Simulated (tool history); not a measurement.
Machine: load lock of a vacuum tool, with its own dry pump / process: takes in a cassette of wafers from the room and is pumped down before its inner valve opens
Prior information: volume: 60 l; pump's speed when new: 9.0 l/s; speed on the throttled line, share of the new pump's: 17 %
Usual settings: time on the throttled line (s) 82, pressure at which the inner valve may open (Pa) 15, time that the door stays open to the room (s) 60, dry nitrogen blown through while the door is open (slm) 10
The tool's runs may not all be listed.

run	hour	time on the throttled line (s)	pressure at which the inner valve may open (Pa)	time that the door stays open to the room (s)	dry nitrogen blown through while the door is open (slm)	incoming humidity of the room's air, %	time from the closed door until the inner valve may open (s)	rise of the pressure with all valves shut (Pa/min)
1	0.0	82	15	60	10	43.8	130.0	0.063
2	598.0	82	15	60	10	47.3	127.5	0.072
3	918.3	82	15	60	10	44.4	127.5	0.067
4	1289.6	82	15	60	10	46.3	129.4	0.071
5	1965.0	82	15	60	10	47.4	130.7	0.075
6	2342.9	82	15	60	4	45.7	130.6	0.080
7	2803.5	82	15	60	4	44.1	131.6	0.082
8	3300.3	82	15	60	4	46.0	131.0	0.088
9	3881.9	87	15	60	10	46.2	134.7	0.090
10	4304.1	87	15	183	10	45.9	134.7	0.132
11	4860.4	87	15	183	10	42.8	136.1	0.127
12	5270.4	87	15	183	10	42.6	136.7	0.122
13	5639.4	87	15	183	10	44.3	136.6	0.132
14	6208.6	82	15	60	10	46.8	131.6	0.093
15	6897.3	82	12	60	10	46.0	135.6	0.105
16	7335.9	82	12	60	10	43.8	135.6	0.097
17	7902.6	82	15	60	10	48.8	135.3	0.103
18	8439.6	82	15	60	10	44.7	134.4	0.106
19	8931.7	82	15	60	10	43.9	135.3	0.106
20	9255.2	82	15	60	10	45.4	136.0	0.106
21	9910.4	82	15	60	10	44.8	137.2	0.113
22	10193.6	82	15	60	10	42.6	136.6	0.115
23	10795.0	82	19	213	26	45.7	134.9	0.143
# hour 11247.4: dry pump taken out, an overhauled one fitted
24	11290.0	82	24	213	27	47.6	122.7	0.152
25	11586.9	57	24	54	28	45.1	102.2	0.115
26	12279.4	102	24	40	28	47.2	138.7	0.110
27	12899.6	82	14	60	10	45.5	127.5	0.133
28	13419.3	82	18	62	26	45.0	124.7	0.124
29	13870.0	82	18	62	26	45.8	126.5	0.126
30	14164.6	82	15	44	10	44.2	127.1	0.126
31	14526.7	82	15	44	10	47.6	128.4	0.137
32	15137.9	82	15	44	10	46.7	127.0	0.143

Estimate the outcome of run 33 from the log above:
33	15734.3	82	15	44	10	48.9	?	?

time from the closed door until the inner valve may open (s): 126.8
rise of the pressure with all valves shut (Pa/min): 0.139
If the tool had no hidden condition, the same run with the same run-to-run variation would have returned time from the closed door until the inner valve may open (s) 125.2, rise of the pressure with all valves shut (Pa/min) 0.025.
